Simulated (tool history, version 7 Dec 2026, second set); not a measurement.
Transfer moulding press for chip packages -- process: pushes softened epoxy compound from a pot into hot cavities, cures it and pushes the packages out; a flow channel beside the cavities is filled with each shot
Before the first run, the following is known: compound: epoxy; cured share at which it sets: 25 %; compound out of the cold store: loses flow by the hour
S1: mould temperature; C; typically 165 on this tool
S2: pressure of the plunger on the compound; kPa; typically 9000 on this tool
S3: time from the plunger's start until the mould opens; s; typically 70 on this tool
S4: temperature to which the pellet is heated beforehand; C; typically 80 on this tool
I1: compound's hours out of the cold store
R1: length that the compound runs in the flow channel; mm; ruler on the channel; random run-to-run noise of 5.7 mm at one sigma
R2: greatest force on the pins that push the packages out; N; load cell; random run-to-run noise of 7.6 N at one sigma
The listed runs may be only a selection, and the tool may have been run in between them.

run 1 hour=0.0 | S1=165 S2=9000 S3=70 S4=80 | I1=35.3 | R1=566 R2=479
run 2 hour=41.9 | S1=165 S2=9000 S3=70 S4=80 | I1=20.9 | R1=632 R2=527
-- hour=50.7 cavities cleaned with cleaning compound and waxed
-- hour=82.2 plunger's sealing rings changed
run 3 hour=89.4 | S1=165 S2=9000 S3=70 S4=80 | I1=36.3 | R1=584 R2=598
run 4 hour=135.8 | S1=165 S2=9000 S3=70 S4=80 | I1=31.1 | R1=605 R2=590
-- hour=149.7 cavities cleaned with cleaning compound and waxed
run 5 hour=160.6 | S1=165 S2=9000 S3=70 S4=72 | I1=12.0 | R1=716 R2=370
-- hour=182.0 mould's thermocouples calibrated
run 6 hour=192.5 | S1=165 S2=9000 S3=70 S4=72 | I1=9.5 | R1=722 R2=497
run 7 hour=242.2 | S1=165 S2=9000 S3=70 S4=72 | I1=24.0 | R1=632 R2=561
-- hour=250.0 cavities cleaned with cleaning compound and waxed
run 8 hour=272.9 | S1=165 S2=9000 S3=70 S4=80 | I1=41.8 | R1=542 R2=413
run 9 hour=321.8 | S1=159 S2=7720 S3=65 S4=77 | I1=25.1 | R1=586 R2=862
-- hour=346.6 cavities cleaned with cleaning compound and waxed
run 10 hour=361.2 | S1=162 S2=9000 S3=70 S4=88 | I1=47.4 | R1=514 R2=422
-- hour=373.2 cavities cleaned with cleaning compound and waxed, once more
run 11 hour=399.5 | S1=165 S2=9680 S3=79 S4=83 | I1=46.9 | R1=531 R2=379
run 12 hour=439.2 | S1=165 S2=9000 S3=85 S4=80 | I1=26.3 | R1=604 R2=466
-- hour=456.1 plunger's sealing rings changed
-- hour=473.9 cavities cleaned with cleaning compound and waxed
run 13 hour=483.7 | S1=164 S2=9000 S3=85 S4=83 | I1=16.0 | R1=691 R2=330
run 14 hour=536.9 | S1=164 S2=9000 S3=85 S4=83 | I1=23.3 | R1=649 R2=468
-- hour=573.7 cavities cleaned with cleaning compound and waxed
run 15 hour=575.7 | S1=158 S2=9210 S3=67 S4=73 | I1=29.5 | R1=623 R2=532
run 16 hour=599.7 | S1=158 S2=9210 S3=67 S4=83 | I1=44.6 | R1=533 R2=634

Consider 3 possible next runs. They are alternatives, not a sequence: every one starts from the tool as it was left by run 16. What does each give?
run A hour=633.9 | S1=165 S2=9000 S3=70 S4=73 | I1=31.2 | R1=? R2=?
run B hour=633.9 | S1=158 S2=9210 S3=67 S4=79 | I1=29.5 | R1=? R2=?
run C hour=633.9 | S1=165 S2=9000 S3=56 S4=80 | I1=19.3 | R1=? R2=?

run=A R1=595 R2=513
run=B R1=620 R2=747
run=C R1=656 R2=764
Stripped of hidden state, with their random variation kept, the same runs would have yielded:
run=A R1=611 R2=324
run=B R1=636 R2=472
run=C R1=673 R2=484
